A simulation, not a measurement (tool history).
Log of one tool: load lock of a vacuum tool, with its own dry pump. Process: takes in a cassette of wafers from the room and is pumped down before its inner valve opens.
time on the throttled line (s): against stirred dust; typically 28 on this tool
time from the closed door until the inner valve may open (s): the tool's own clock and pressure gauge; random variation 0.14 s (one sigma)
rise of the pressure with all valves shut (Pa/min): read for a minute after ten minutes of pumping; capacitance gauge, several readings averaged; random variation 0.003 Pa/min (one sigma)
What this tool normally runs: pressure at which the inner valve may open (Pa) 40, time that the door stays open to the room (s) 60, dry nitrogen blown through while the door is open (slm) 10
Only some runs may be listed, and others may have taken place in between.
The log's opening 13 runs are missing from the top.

| run | hour | time on the throttled line (s) | pressure at which the inner valve may open (Pa) | time that the door stays open to the room (s) | dry nitrogen blown through while the door is open (slm) | hours that the pump has run since its overhaul | times that the door has closed on its seal | incoming humidity of the room's air, % | time from the closed door until the inner valve may open (s) | rise of the pressure with all valves shut (Pa/min) |
|---|---|---|---|---|---|---|---|---|---|---|
| 14 | 770.6 | 28 | 40 | 60 | 10 | 5264 | 4076 | 44.5 | 39.6 | 0.041 |
| 15 | 810.2 | 28 | 40 | 60 | 10 | 5304 | 4138 | 45.8 | 39.6 | 0.047 |
| 16 | 879.4 | 28 | 40 | 60 | 5 | 5373 | 4247 | 43.2 | 39.4 | 0.056 |
| 17 | 949.2 | 28 | 40 | 60 | 5 | 5443 | 4356 | 44.8 | 39.4 | 0.057 |
| 18 | 1029.7 | 28 | 40 | 60 | 5 | 5523 | 4483 | 42.5 | 39.3 | 0.054 |
| 19 | 1071.5 | 28 | 40 | 60 | 10 | 5565 | 4548 | 45.1 | 39.7 | 0.046 |
| 20 | 1135.4 | 28 | 54 | 90 | 10 | 5629 | 4649 | 47.9 | 38.9 | 0.051 |
| 21 | 1213.7 | 26 | 45 | 60 | 41 | 5707 | 4772 | 42.1 | 37.6 | 0.026 |
| 22 | 1256.0 | 26 | 37 | 108 | 16 | 5750 | 4838 | 44.5 | 38.2 | 0.050 |
| 23 | 1327.2 | 15 | 32 | 76 | 20 | 5821 | 4950 | 43.7 | 28.8 | 0.044 |
| 24 | 1382.1 | 40 | 37 | 118 | 9 | 5876 | 5036 | 43.6 | 50.3 | 0.063 |
| 25 | 1472.3 | 40 | 37 | 118 | 9 | 5966 | 5178 | 44.2 | 50.3 | 0.062 |
| 26 | 1561.2 | 40 | 37 | 118 | 9 | 6055 | 5317 | 44.6 | 50.3 | 0.064 |
| 27 | 1605.9 | 40 | 37 | 118 | 9 | 6100 | 5388 | 43.6 | 50.4 | 0.062 |
| 28 | 1692.9 | 18 | 37 | 100 | 9 | 6187 | 5524 | 45.0 | 31.1 | 0.069 |
| 29 | 1771.6 | 50 | 40 | 60 | 12 | 6265 | 5648 | 45.8 | 59.1 | 0.045 |
| 30 | 1835.2 | 50 | 40 | 29 | 12 | 6329 | 5748 | 45.6 | 59.3 | 0.035 |
| 31 | 1900.0 | 21 | 45 | 180 | 39 | 6394 | 5850 | 47.0 | 33.3 | 0.044 |
| 32 | 1995.0 | 28 | 54 | 60 | 21 | 6489 | 5999 | 43.2 | 38.8 | 0.035 |
| 33 | 2064.4 | 28 | 32 | 94 | 10 | 6558 | 6108 | 44.0 | 40.3 | 0.061 |
| 34 | 2132.7 | 28 | 52 | 94 | 6 | 6626 | 6215 | 44.3 | 39.2 | 0.066 |
| 35 | 2189.4 | 28 | 55 | 36 | 16 | 6683 | 6304 | 44.5 | 39.1 | 0.028 |

The next listed run, before its measurement:
| 36 | 2235.9 | 28 | 55 | 51 | 18 | 6730 | 6377 | 44.6 | ? | ? |

{"run 36": {"time from the closed door until the inner valve may open (s)": 38.8, "rise of the pressure with all valves shut (Pa/min)": 0.035}}
Without the tool's hidden state the same run would have given time from the closed door until the inner valve may open (s) 37.8, rise of the pressure with all valves shut (Pa/min) 0.029.
